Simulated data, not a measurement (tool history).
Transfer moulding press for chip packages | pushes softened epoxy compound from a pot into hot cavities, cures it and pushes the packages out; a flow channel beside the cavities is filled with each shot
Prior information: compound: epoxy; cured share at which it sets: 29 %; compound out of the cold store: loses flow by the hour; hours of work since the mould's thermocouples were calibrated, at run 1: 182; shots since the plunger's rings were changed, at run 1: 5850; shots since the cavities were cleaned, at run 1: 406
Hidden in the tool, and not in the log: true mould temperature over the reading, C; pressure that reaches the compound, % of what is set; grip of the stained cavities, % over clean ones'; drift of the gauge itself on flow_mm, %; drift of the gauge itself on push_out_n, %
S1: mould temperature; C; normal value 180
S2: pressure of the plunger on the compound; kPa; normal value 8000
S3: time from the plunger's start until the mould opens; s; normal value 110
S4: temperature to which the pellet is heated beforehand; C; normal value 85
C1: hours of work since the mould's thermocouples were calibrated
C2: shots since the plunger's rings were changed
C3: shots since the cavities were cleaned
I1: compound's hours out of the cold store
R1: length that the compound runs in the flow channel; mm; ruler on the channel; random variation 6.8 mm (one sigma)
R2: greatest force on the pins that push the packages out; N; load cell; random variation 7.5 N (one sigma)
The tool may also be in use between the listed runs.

run,hour,S1,S2,S3,S4,C1,C2,C3,I1,R1,R2
1,0.0,180,8000,110,85,182,5850,406,42.2,684,318
2,9.8,180,8000,110,85,190,5988,544,17.6,748,326
3,18.2,180,8000,110,85,196,6106,662,32.8,712,320
4,26.1,180,8000,141,85,203,6217,773,24.5,736,303
5,31.2,176,8000,141,85,207,6289,845,18.8,754,311
# hour 34.6: plunger's sealing rings changed
6,40.8,180,8000,110,85,213,87,945,22.8,747,321
7,47.0,180,8000,110,85,218,174,1032,28.4,719,321
8,52.4,180,8000,110,85,222,250,1108,34.4,695,330
# hour 58.6: cavities cleaned with cleaning compound and waxed
9,59.3,180,8000,110,83,226,325,10,41.5,686,316
10,66.8,180,8000,110,85,232,431,116,28.7,709,330
11,74.8,180,8000,110,85,239,543,228,10.5,781,331
12,86.0,180,8000,134,85,247,701,386,21.7,729,307
13,90.9,180,8000,110,85,251,769,454,10.3,763,333
14,99.2,180,8000,110,85,258,886,571,41.6,692,316
15,110.3,180,8000,110,85,267,1041,726,15.4,765,320
16,119.4,180,6140,105,84,274,1171,856,41.2,607,327
17,124.8,180,7310,145,80,278,1245,930,10.5,740,303
18,134.0,173,8000,108,85,286,1375,1060,32.3,727,416
19,141.2,185,6900,111,83,292,1476,1161,39.1,631,293
# hour 144.1: cavities cleaned with cleaning compound and waxed
20,149.9,184,7690,99,81,297,1577,81,20.7,726,316
21,156.2,178,7430,110,85,302,1666,170,20.1,720,335
22,164.0,183,8020,139,85,309,1775,279,34.7,691,309
23,170.4,183,8020,139,85,314,1865,369,8.1,774,297
24,176.2,180,8000,138,94,318,1947,451,47.6,673,305
25,184.5,180,8000,138,94,325,2063,567,8.4,776,298
26,195.0,181,9500,106,85,333,2211,715,34.0,766,321
27,205.3,180,6530,137,85,342,2356,860,47.4,613,314
28,214.8,180,6530,129,91,349,2490,994,24.4,658,303
29,222.4,181,8190,110,85,355,2596,1100,15.4,761,331

Here are 4 independent what-if runs from the current tool condition. What would each one return?
# hour 229.7: cavities cleaned with cleaning compound and waxed
A,231.0,182,8540,114,85,361,2696,19,34.2,?,?
# hour 229.7: cavities cleaned with cleaning compound and waxed
B,231.0,178,8190,110,91,361,2696,19,14.9,?,?
# hour 229.7: cavities cleaned with cleaning compound and waxed
C,231.0,176,6750,120,85,361,2696,19,30.6,?,?
# hour 229.7: cavities cleaned with cleaning compound and waxed
D,231.0,175,8000,135,95,361,2696,19,18.7,?,?

run,R1,R2
A,731,291
B,772,328
C,654,321
D,761,331
With the hidden condition removed and each run's random variation left untouched, the same runs would have given:
run,R1,R2
A,732,290
B,772,328
C,654,320
D,761,330
